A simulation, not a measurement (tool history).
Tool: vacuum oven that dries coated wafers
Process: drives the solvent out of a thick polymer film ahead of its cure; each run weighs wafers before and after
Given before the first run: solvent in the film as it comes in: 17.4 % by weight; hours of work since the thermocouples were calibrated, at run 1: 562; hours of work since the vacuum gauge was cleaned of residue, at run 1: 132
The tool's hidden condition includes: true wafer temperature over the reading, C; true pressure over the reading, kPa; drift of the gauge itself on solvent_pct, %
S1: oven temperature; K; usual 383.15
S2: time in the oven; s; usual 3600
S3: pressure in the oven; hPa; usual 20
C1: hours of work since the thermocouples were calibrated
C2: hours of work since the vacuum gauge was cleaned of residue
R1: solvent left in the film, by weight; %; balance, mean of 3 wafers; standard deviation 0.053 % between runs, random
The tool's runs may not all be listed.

run,hour,S1,S2,S3,C1,C2,R1
1,0,383.15,3600,20,562,132,1.92
2,8,383.15,3600,20,566,137,1.86
3,25.7,383.15,3600,20,577,147,1.88
4,36.8,383.15,3600,20,584,154,1.96
5,52.3,383.15,3600,20,593,163,1.91
6,63.6,383.15,3600,20,599,170,1.91
7,73.7,374.15,3600,68.9,605,176,6.61
8,90.5,374.15,3600,68.9,615,186,6.66
9,105.1,368.15,4200,20,624,194,5.76
10,119.6,382.15,3960,75.1,633,203,4.29
11,130.8,380.15,3960,51.8,639,210,3.54
12,148.7,380.15,3960,51.8,650,220,3.74

A few steps of R1 between consecutive runs. Split each: what settings, incoming material and random variation would produce without the hidden state, and what is left over for the hidden state, along with gauge scatter present in only one of the two compared results (measured, and without hidden state):
Run 6 -> 7: S1 383.15 -> 374.15, S3 20 -> 68.9. R1 +4.7 %: hidden state +0.26, all else +4.44.
